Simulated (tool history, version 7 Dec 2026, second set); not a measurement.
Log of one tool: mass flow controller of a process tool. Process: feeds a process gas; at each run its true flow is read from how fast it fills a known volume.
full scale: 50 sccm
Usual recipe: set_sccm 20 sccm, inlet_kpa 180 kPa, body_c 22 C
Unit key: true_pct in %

run    hour  set_sccm  inlet_kpa  body_c  true_pct
  1       0        20        180      22     97.84
  2      52        20        216      22     97.67
  3   134.5        20        216      22     97.59
  4   222.6        20        216      22     97.64
  5   299.3        20        180      22     97.78
  6   385.6        20        193      22     97.71
  7   480.4        20        180      22     97.94
  8   538.4        20        180      22     97.91
  9   608.3        20        180      22     97.74
 10   706.9        20        180      22     97.87
 11   812.1        20        180      22     97.81
 12   863.1        20        180      22     97.86
 13   942.3        20        180      22     97.74
 14    1001         6        220      22     96.78
 15  1080.6         8        145      33     98.62
 16  1148.4        31        279      33     99.25
 17  1225.6        31        279      33     99.42
 18  1277.3        46        242      33     100.4
 19  1380.7        46        242      39    101.16
 20    1461        40        174      22     99.25
 21  1539.7        16        205      36     99.01
 22  1652.5        18        207      22     97.51
 23  1714.7        18        207      22      97.5
 24  1780.2        39        231      31     99.81
 25  1845.9        20        195      22     97.61
 26  1949.2         8        162      24     97.32

Branching from run 26: 3 alternative next runs. What would each branch give?
  A  2051.4         6        253      25         ?
  B  2051.4        11        142      31         ?
  C  2051.4        29        229      30         ?

run  true_pct
  A     96.84
  B     98.44
  C     99.14
With no hidden state in the tool, these same runs would have given:
run  true_pct
  A     96.87
  B     98.46
  C     99.15
